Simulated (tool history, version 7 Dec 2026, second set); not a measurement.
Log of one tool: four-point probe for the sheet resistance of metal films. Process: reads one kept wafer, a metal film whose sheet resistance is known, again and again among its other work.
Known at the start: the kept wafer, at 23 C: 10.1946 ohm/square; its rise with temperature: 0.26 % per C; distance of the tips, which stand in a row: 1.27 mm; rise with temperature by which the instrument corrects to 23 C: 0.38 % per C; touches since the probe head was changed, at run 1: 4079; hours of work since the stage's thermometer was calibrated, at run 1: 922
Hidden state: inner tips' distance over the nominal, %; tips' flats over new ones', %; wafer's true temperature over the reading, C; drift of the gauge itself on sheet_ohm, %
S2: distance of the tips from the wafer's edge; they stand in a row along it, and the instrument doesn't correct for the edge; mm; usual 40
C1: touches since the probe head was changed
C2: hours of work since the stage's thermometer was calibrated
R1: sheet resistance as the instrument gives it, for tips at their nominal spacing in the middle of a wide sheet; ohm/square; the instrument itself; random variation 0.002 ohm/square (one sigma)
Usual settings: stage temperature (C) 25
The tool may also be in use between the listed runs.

{"run": 1, "day": 0.0, "stage temperature (C)": 25, "S2": 40, "C1": 4079, "C2": 922, "R1": 10.153589}
{"run": 2, "day": 0.575, "stage temperature (C)": 25, "S2": 40, "C1": 4408, "C2": 929, "R1": 10.15469}
{"run": 3, "day": 0.971, "stage temperature (C)": 25, "S2": 40, "C1": 4635, "C2": 934, "R1": 10.15065}
{"run": 4, "day": 1.688, "stage temperature (C)": 25, "S2": 13, "C1": 5044, "C2": 943, "R1": 10.19644}
{"run": 5, "day": 2.404, "stage temperature (C)": 25, "S2": 15, "C1": 5452, "C2": 953, "R1": 10.184742}
{"run": 6, "day": 2.783, "stage temperature (C)": 25, "S2": 40, "C1": 5669, "C2": 957, "R1": 10.148636}
{"run": 7, "day": 3.271, "stage temperature (C)": 25, "S2": 40, "C1": 5950, "C2": 964, "R1": 10.149907}
{"run": 8, "day": 4.121, "stage temperature (C)": 25, "S2": 40, "C1": 6436, "C2": 975, "R1": 10.151469}
{"run": 9, "day": 4.908, "stage temperature (C)": 25, "S2": 5, "C1": 6884, "C2": 985, "R1": 10.484185}
{"run": 10, "day": 5.725, "stage temperature (C)": 25, "S2": 5, "C1": 7352, "C2": 995, "R1": 10.47951}
{"run": 11, "day": 6.229, "stage temperature (C)": 25, "S2": 5, "C1": 7641, "C2": 1002, "R1": 10.482851}
{"run": 12, "day": 6.579, "stage temperature (C)": 25, "S2": 15, "C1": 7841, "C2": 1006, "R1": 10.178575}
{"run": 13, "day": 7.271, "stage temperature (C)": 25, "S2": 6, "C1": 8236, "C2": 1015, "R1": 10.384453}
{"run": 14, "day": 7.875, "stage temperature (C)": 25, "S2": 6, "C1": 8582, "C2": 1023, "R1": 10.38167}
{"day": 7.946, "done": "stage's thermometer calibrated"}
{"run": 15, "day": 8.425, "stage temperature (C)": 29, "S2": 5, "C1": 8884, "C2": 6, "R1": 10.427852}
{"run": 16, "day": 8.888, "stage temperature (C)": 29, "S2": 5, "C1": 9148, "C2": 12, "R1": 10.431346}
{"day": 9.183, "done": "stage's thermometer calibrated, once more"}
{"run": 17, "day": 9.654, "stage temperature (C)": 20, "S2": 40, "C1": 9575, "C2": 6, "R1": 10.211518}
{"run": 18, "day": 10.096, "stage temperature (C)": 23, "S2": 29, "C1": 9827, "C2": 12, "R1": 10.177631}
{"run": 19, "day": 10.954, "stage temperature (C)": 23, "S2": 69, "C1": 10318, "C2": 23, "R1": 10.167613}
{"run": 20, "day": 11.7, "stage temperature (C)": 31, "S2": 12, "C1": 10743, "C2": 32, "R1": 10.135186}
{"run": 21, "day": 12.058, "stage temperature (C)": 28, "S2": 45, "C1": 10949, "C2": 37, "R1": 10.110847}
{"run": 22, "day": 12.842, "stage temperature (C)": 28, "S2": 45, "C1": 11396, "C2": 47, "R1": 10.114945}
{"run": 23, "day": 13.517, "stage temperature (C)": 28, "S2": 45, "C1": 11782, "C2": 56, "R1": 10.112761}
{"run": 24, "day": 13.904, "stage temperature (C)": 30, "S2": 14, "C1": 12004, "C2": 61, "R1": 10.124982}
{"run": 25, "day": 14.354, "stage temperature (C)": 20, "S2": 15, "C1": 12262, "C2": 66, "R1": 10.242384}
{"run": 26, "day": 14.788, "stage temperature (C)": 29, "S2": 8, "C1": 12508, "C2": 72, "R1": 10.22703}

Hidden state at the last listed run before each entry between runs and at the first one after, where it differs:
Between runs 14 and 15: stage's thermometer calibrated (day 7.946)
  inner tips' distance over the nominal, %: -0.208 -> -0.211; tips' flats over new ones', %: 12 -> 13; wafer's true temperature over the reading, C: -0.25 -> -0.4
  measured less the result without the state, R1: -0.030134 -> -0.034498 ohm/square
Between runs 16 and 17: stage's thermometer calibrated, once more (day 9.183)
  inner tips' distance over the nominal, %: -0.214 -> -0.219; tips' flats over new ones', %: 13 -> 14; wafer's true temperature over the reading, C: -0.4 -> -0.06
  measured less the result without the state, R1: -0.034895 -> -0.025724 ohm/square
